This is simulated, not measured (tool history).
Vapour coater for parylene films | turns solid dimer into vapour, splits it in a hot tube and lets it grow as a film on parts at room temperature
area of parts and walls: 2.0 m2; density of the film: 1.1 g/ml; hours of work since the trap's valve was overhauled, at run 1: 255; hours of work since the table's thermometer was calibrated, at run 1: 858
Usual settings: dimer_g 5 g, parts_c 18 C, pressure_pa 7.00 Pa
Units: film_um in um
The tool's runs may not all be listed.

run,day,dimer_g,parts_c,pressure_pa,hours of work since the trap's valve was overhauled,hours of work since the table's thermometer was calibrated,film_um
1,0.000,5,18,7.00,255,858,1.24
2,1.246,5,18,7.00,273,876,1.22
3,4.208,8,18,7.00,316,918,1.94
# day 5.238: trap's valve overhauled
4,6.979,5,18,7.00,25,956,1.34
5,9.071,5,18,7.00,55,986,1.34
6,11.225,5,18,7.00,86,1017,1.32
7,13.712,5,18,7.00,122,1053,1.31
8,15.550,5,18,7.00,149,1080,1.28
9,17.825,5,18,7.00,182,1112,1.27
10,19.542,5,18,7.00,206,1137,1.27
11,20.829,5,18,7.00,225,1156,1.24
12,23.183,5,18,7.00,259,1190,1.24
13,25.538,5,18,7.00,293,1224,1.21
14,27.104,5,18,7.00,316,1246,1.20
# day 28.183: trap's valve overhauled
15,28.621,5,18,7.00,6,1266,1.37
16,29.867,5,18,7.00,24,1284,1.38
17,31.829,5,18,7.00,53,1312,1.35
18,34.683,5,18,7.00,94,1353,1.32
19,36.500,5,18,7.00,120,1380,1.32
20,38.888,3,12,7.00,154,1414,0.88
21,40.817,5,12,2.49,182,1442,1.52
22,42.854,5,12,2.49,212,1471,1.50
23,44.892,5,24,7.00,241,1501,1.12
24,47.292,5,24,7.00,276,1535,1.07
25,49.975,6,24,2.04,314,1574,1.37
# day 51.162: trap's valve overhauled
26,53.088,6,24,2.04,28,1616,1.55
27,54.379,3,22,2.81,46,1635,0.80
28,56.050,3,22,2.81,71,1659,0.79
29,57.425,6,22,7.00,90,1679,1.49
30,59.412,6,22,7.00,119,1708,1.48
31,62.000,4,12,6.59,156,1745,1.17
32,64.833,4,30,2.67,197,1786,0.85
33,66.525,4,30,2.67,222,1810,0.82
# day 67.946: table's thermometer calibrated
34,68.167,5,23,7.00,245,3,1.10
35,70.979,5,23,7.00,285,44,1.07
36,72.267,5,23,7.00,304,62,1.07

How the hidden state differs across the entries between the runs, from the last listed run before each to the first after it:
Between runs 3 and 4: trap's valve overhauled (day 5.238)
  vapour lost through the trap's worn valve, %: 12.2 -> 1.3; true temperature of the parts over the reading, C: -0.62 -> -0.65
  measured less the result without the state, film_um: -0.24 -> +0.00 um
Between runs 14 and 15: trap's valve overhauled (day 28.183)
  vapour lost through the trap's worn valve, %: 13.1 -> 0.9; true temperature of the parts over the reading, C: -0.87 -> -0.89
  measured less the result without the state, film_um: -0.16 -> +0.01 um
Between runs 25 and 26: trap's valve overhauled (day 51.162)
  vapour lost through the trap's worn valve, %: 13.3 -> 1.5; true temperature of the parts over the reading, C: -1.13 -> -1.16
  measured less the result without the state, film_um: -0.17 -> +0.01 um
Between runs 33 and 34: table's thermometer calibrated (day 67.946)
  vapour lost through the trap's worn valve, %: 9.1 -> 10; true temperature of the parts over the reading, C: -1.31 -> 0.01
  measured less the result without the state, film_um: -0.06 -> -0.12 um
